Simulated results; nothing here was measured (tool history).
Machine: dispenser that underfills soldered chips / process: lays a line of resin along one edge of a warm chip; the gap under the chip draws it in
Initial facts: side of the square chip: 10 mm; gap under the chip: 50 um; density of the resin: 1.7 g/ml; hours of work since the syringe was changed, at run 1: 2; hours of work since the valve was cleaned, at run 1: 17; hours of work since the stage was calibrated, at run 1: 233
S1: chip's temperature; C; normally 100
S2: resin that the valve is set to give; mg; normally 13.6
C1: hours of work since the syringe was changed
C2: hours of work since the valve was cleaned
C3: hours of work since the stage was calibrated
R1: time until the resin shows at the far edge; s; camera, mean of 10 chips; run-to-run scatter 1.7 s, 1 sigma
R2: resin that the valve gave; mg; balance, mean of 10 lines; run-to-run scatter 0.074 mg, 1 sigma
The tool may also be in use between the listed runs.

Run 1, hour 0.0: usual settings; C1 2; C2 17; C3 233. Result: R1 195.8 s, R2 13.50 mg.
At hour 4.1: new syringe of resin.
Run 2, hour 5.8: usual settings; C1 1; C2 21; C3 237. Result: R1 174.5 s, R2 13.48 mg.
Run 3, hour 9.9: usual settings; C1 4; C2 24; C3 240. Result: R1 223.3 s, R2 13.46 mg.
At hour 11.6: new syringe of resin.
Run 4, hour 17.3: usual settings; C1 4; C2 30; C3 245. Result: R1 231.5 s, R2 13.27 mg.
At hour 19.1: new syringe of resin.
Run 5, hour 24.5: usual settings but S2 14.7 mg; C1 4; C2 35; C3 251. Result: R1 217.4 s, R2 14.39 mg.
At hour 26.7: new syringe of resin.
Run 6, hour 32.6: usual settings but S1 97 C; C1 4; C2 41; C3 257. Result: R1 252.5 s, R2 13.16 mg.
At hour 33.7: new syringe of resin.
Run 7, hour 39.9: usual settings but S1 115 C; C1 5; C2 46; C3 262. Result: R1 157.5 s, R2 12.99 mg.
At hour 41.3: new syringe of resin.
Run 8, hour 46.5: usual settings but S1 115 C; C1 4; C2 51; C3 266. Result: R1 152.9 s, R2 13.02 mg.
At hour 48.4: new syringe of resin.
Run 9, hour 52.4: usual settings but S1 115 C; C1 3; C2 55; C3 271. Result: R1 138.7 s, R2 13.07 mg.
At hour 55.5: new syringe of resin.
Run 10, hour 57.6: usual settings but S1 99 C; C1 2; C2 59; C3 274. Result: R1 186.7 s, R2 13.07 mg.
At hour 62.6: new syringe of resin.
Run 11, hour 65.0: usual settings but S1 99 C; C1 2; C2 64; C3 280. Result: R1 192.2 s, R2 13.02 mg.
At hour 70.2: new syringe of resin.
Run 12, hour 72.7: usual settings but S1 99 C; C1 2; C2 69; C3 285. Result: R1 196.7 s, R2 12.90 mg.
At hour 77.5: new syringe of resin.
Run 13, hour 80.5: usual settings but S1 99 C; C1 2; C2 75; C3 291. Result: R1 201.1 s, R2 12.96 mg.
At hour 84.9: new syringe of resin.
Run 14, hour 86.9: usual settings but S1 99 C; C1 2; C2 80; C3 295. Result: R1 185.1 s, R2 12.77 mg.
At hour 91.9: dispensing valve cleaned and set on the balance.
At hour 93.3: new syringe of resin.
Run 15, hour 94.2: usual settings but S1 99 C; C1 1; C2 1; C3 300. Result: R1 174.6 s, R2 13.66 mg.
Run 16, hour 98.6: usual settings but S1 94 C, S2 16.0 mg; C1 4; C2 5; C3 303. Result: R1 252.5 s, R2 15.96 mg.
At hour 100.4: new syringe of resin.
Run 17, hour 102.8: usual settings but S1 94 C, S2 16.0 mg; C1 2; C2 8; C3 306. Result: R1 213.2 s, R2 15.82 mg.
At hour 107.5: new syringe of resin.
Run 18, hour 112.2: usual settings but S1 97 C, S2 12.4 mg; C1 4; C2 14; C3 313. Result: R1 236.3 s, R2 12.29 mg.
At hour 114.5: new syringe of resin.
Run 19, hour 118.2: usual settings but S1 87 C, S2 12.4 mg; C1 3; C2 19; C3 317. Result: R1 290.2 s, R2 12.13 mg.
At hour 122.0: new syringe of resin.
Run 20, hour 123.5: usual settings but S1 107 C, S2 12.0 mg; C1 1; C2 22; C3 321. Result: R1 149.2 s, R2 11.82 mg.
At hour 129.1: new syringe of resin.
Run 21, hour 130.6: usual settings but S1 109 C, S2 15.5 mg; C1 1; C2 28; C3 326. Result: R1 134.0 s, R2 15.22 mg.
Run 22, hour 134.3: usual settings but S1 109 C, S2 15.5 mg; C1 4; C2 30; C3 329. Result: R1 170.1 s, R2 15.22 mg.
At hour 136.1: new syringe of resin.
Run 23, hour 142.4: usual settings but S1 111 C, S2 12.3 mg; C1 5; C2 36; C3 335. Result: R1 178.8 s, R2 12.01 mg.
At hour 143.5: new syringe of resin.
At hour 150.9: new syringe of resin.
Run 24, hour 151.0: usual settings but S1 111 C, S2 12.3 mg; C1 0; C2 42; C3 341. Result: R1 122.1 s, R2 11.82 mg.
Run 25, hour 155.1: usual settings but S1 111 C, S2 12.3 mg; C1 3; C2 45; C3 344. Result: R1 155.9 s, R2 11.78 mg.
At hour 157.9: new syringe of resin.
Run 26, hour 161.1: usual settings but S1 111 C, S2 12.3 mg; C1 2; C2 49; C3 348. Result: R1 147.6 s, R2 11.86 mg.
At hour 164.9: new syringe of resin.
Run 27, hour 169.5: usual settings but S1 106 C, S2 12.0 mg; C1 3; C2 56; C3 354. Result: R1 183.7 s, R2 11.49 mg.
At hour 172.2: new syringe of resin.
Run 28, hour 175.7: usual settings but S1 114 C, S2 12.7 mg; C1 3; C2 60; C3 358. Result: R1 142.1 s, R2 11.94 mg.
At hour 179.4: new syringe of resin.
Run 29, hour 180.6: usual settings but S1 114 C, S2 12.7 mg; C1 1; C2 63; C3 362. Result: R1 119.2 s, R2 12.23 mg.

For some of the steps in R1 from one run to the next: how much would appear even if the tool had no hidden state, given the settings, what came in and random variation, and how much remains for the hidden state plus any gauge scatter that the measured result and the result without hidden state don't share?
Hidden conditions of the tool in this case: resin's viscosity, % of fresh resin's; dose that the valve gives, % of what is set; true chip temperature over the reading, C; drift of the gauge itself on fill_s, %; drift of the gauge itself on given_mg, %.
Run 6 -> 7: S1 97 -> 115, new syringe of resin. R1 -95.0 s: hidden state -26.7, all else -68.3.
Run 15 -> 16: S1 99 -> 94, S2 13.6 -> 16.0. R1 +77.9 s: hidden state +60.3, all else +17.6.
Run 19 -> 20: S1 87 -> 107, S2 12.4 -> 12.0, new syringe of resin. R1 -141.0 s: hidden state -41.3, all else -99.7.
Run 23 -> 24: new syringe of resin, new syringe of resin. R1 -56.7 s: hidden state -56.7, all else +0.0.

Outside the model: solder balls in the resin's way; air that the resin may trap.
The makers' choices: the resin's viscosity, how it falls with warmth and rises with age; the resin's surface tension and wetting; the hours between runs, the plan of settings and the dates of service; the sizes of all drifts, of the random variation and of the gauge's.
